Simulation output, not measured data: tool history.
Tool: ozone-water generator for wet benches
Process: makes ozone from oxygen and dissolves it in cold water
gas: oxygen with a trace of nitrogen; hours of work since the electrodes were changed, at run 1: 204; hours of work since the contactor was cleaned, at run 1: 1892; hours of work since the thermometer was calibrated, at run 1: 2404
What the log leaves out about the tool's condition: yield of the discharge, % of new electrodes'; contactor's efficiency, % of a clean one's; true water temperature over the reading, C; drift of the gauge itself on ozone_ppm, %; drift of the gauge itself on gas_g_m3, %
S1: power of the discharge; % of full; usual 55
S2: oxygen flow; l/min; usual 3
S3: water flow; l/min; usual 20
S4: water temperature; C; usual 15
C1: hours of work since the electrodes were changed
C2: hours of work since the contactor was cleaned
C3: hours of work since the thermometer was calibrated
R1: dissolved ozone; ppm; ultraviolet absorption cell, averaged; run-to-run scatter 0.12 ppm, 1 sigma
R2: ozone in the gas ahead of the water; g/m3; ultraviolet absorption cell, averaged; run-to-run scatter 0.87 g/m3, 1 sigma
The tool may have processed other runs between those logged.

run 1 day=0 | S1=55 S2=3 S3=20 S4=15 | C1=204 C2=1892 C3=2404 | R1=11.9 R2=140.9
run 2 day=1.442 | S1=55 S2=3 S3=20 S4=12 | C1=226 C2=1914 C3=2426 | R1=12.4 R2=141.3
run 3 day=2.65 | S1=55 S2=3 S3=20 S4=12 | C1=244 C2=1932 C3=2444 | R1=12.4 R2=142.5
run 4 day=3.579 | S1=55 S2=3 S3=20 S4=12 | C1=259 C2=1946 C3=2458 | R1=12.4 R2=143.6
run 5 day=4.425 | S1=55 S2=3 S3=20 S4=15 | C1=271 C2=1959 C3=2471 | R1=12 R2=142.6
run 6 day=5.6 | S1=55 S2=3 S3=20 S4=15 | C1=289 C2=1977 C3=2489 | R1=12 R2=141.1
run 7 day=7.158 | S1=55 S2=3 S3=20 S4=15 | C1=313 C2=2001 C3=2513 | R1=12 R2=142
run 8 day=8.392 | S1=55 S2=3 S3=20 S4=15 | C1=332 C2=2019 C3=2531 | R1=11.9 R2=140.7
run 9 day=9.908 | S1=55 S2=3 S3=20 S4=19 | C1=355 C2=2042 C3=2555 | R1=11.5 R2=143.7
run 10 day=11.179 | S1=55 S2=4.72 S3=20 S4=19 | C1=374 C2=2062 C3=2574 | R1=11.3 R2=103.9
run 11 day=11.875 | S1=55 S2=4.72 S3=20 S4=19 | C1=385 C2=2072 C3=2584 | R1=11.1 R2=105.1
run 12 day=13.079 | S1=55 S2=3 S3=20 S4=15 | C1=403 C2=2091 C3=2603 | R1=12 R2=141.7
run 13 day=14.083 | S1=55 S2=3 S3=20 S4=13 | C1=418 C2=2106 C3=2618 | R1=12.1 R2=141.1
run 14 day=15.15 | S1=55 S2=3 S3=20 S4=13 | C1=435 C2=2122 C3=2634 | R1=12.3 R2=141.9
run 15 day=16.342 | S1=55 S2=3 S3=15 S4=15 | C1=453 C2=2140 C3=2653 | R1=15.3 R2=141.1
run 16 day=17.462 | S1=55 S2=3 S3=20 S4=15 | C1=470 C2=2157 C3=2670 | R1=11.8 R2=141.1
run 17 day=18.833 | S1=55 S2=3 S3=20 S4=15 | C1=491 C2=2178 C3=2690 | R1=11.9 R2=140.5
run 18 day=20.229 | S1=40 S2=3 S3=20 S4=15 | C1=512 C2=2200 C3=2712 | R1=9.4 R2=109.9

The next listed run, before its measurement:
run 19 day=21.754 | S1=55 S2=3 S3=27 S4=9 | C1=535 C2=2223 C3=2735 | R1=? R2=?

Run 19 gave R1 9.3 ppm, R2 141.1 g/m3.
Had the tool carried no hidden state, the very same run would have given R1 9.3 ppm, R2 141.1 g/m3.

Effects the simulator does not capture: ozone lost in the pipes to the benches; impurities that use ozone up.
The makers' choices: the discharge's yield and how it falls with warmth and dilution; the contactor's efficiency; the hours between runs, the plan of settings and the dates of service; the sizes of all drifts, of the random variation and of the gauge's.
